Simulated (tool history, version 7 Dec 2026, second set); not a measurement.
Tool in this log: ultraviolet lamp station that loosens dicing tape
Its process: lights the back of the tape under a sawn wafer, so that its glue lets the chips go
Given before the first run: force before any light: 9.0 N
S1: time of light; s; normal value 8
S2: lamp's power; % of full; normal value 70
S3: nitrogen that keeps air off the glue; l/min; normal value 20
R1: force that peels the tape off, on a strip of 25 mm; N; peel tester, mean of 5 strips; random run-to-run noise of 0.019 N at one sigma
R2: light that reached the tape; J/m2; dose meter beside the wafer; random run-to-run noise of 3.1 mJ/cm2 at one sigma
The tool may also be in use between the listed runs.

run,hour,S1,S2,S3,R1,R2
1,0.0,8,70,20,1.598,3460
2,26.9,8,70,20,1.639,3460
3,50.3,8,70,17,1.800,3440
4,74.0,8,70,17,1.828,3340
5,100.2,9,70,20,1.359,3740
6,125.8,8,70,20,1.701,3330
7,159.6,8,87,20,1.194,4070
8,178.3,8,70,20,1.723,3260
9,217.9,8,70,20,1.792,3240
# hour 233.6: window cleaned of glue's vapour
10,256.7,8,70,20,1.416,3570
11,281.9,8,70,20,1.495,3560
12,306.7,8,70,20,1.490,3570
13,332.7,8,70,20,1.495,3580
14,351.3,10,81,11,1.232,5060
15,375.0,10,81,11,1.225,5040
16,404.6,11,80,18,0.703,5410
17,439.9,11,80,18,0.750,5310
18,466.0,11,80,18,0.760,5290
19,495.4,11,80,18,0.759,5220
20,534.9,12,73,18,0.795,5110
21,556.6,12,73,18,0.820,5110
22,591.4,8,62,29,1.803,2830
23,627.5,11,94,20,0.568,5820
24,654.5,6,70,20,2.707,2380
25,692.3,6,70,20,2.869,2300

Each row is a separate what-if for the run after 25, all from the same tool condition, not one after another. Results?
A,730.2,6,70,22,?,?
B,730.2,12,83,20,?,?
C,730.2,6,68,39,?,?
D,730.2,9,70,20,?,?
E,730.2,7,71,20,?,?

run,R1,R2
A,2.755,2300
B,0.652,5410
C,2.298,2200
D,1.542,3420
E,2.227,2730
The same runs, with their run-to-run variation unchanged, on a tool lacking any hidden condition would have given:
run,R1,R2
A,1.482,3530
B,0.239,8320
C,1.131,3390
D,0.663,5270
E,1.113,4190
